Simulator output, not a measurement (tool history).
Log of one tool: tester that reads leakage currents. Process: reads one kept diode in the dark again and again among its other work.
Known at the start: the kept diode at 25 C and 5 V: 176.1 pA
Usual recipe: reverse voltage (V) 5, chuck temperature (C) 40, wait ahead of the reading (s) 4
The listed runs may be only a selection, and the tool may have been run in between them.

| run | hour | reverse voltage (V) | chuck temperature (C) | wait ahead of the reading (s) | current that the tester gives (pA) |
|---|---|---|---|---|---|
| 1 | 0 | 5 | 40 | 4 | 531.24 |
| 2 | 80.5 | 5 | 40 | 4 | 524.56 |
| 3 | 164.5 | 15.02 | 40 | 4 | 880.63 |
| 4 | 233 | 3.1 | 40 | 4 | 425.17 |
| 5 | 282.8 | 3.1 | 40 | 4 | 423.66 |
| 6 | 406.3 | 5 | 40 | 4 | 528.61 |
| 7 | 512.3 | 5 | 40 | 4 | 530.33 |
| 8 | 633.6 | 5 | 40 | 4 | 527.4 |
| 9 | 712.1 | 5 | 40 | 4 | 530.72 |

Run 10 has not been measured yet. What should we expect?
| 10 | 782 | 5 | 40 | 4 | ? |

{"run 10": {"current that the tester gives (pA)": 529.77}}
With no hidden state in the tool, this same run would have given current that the tester gives (pA) 529.02.
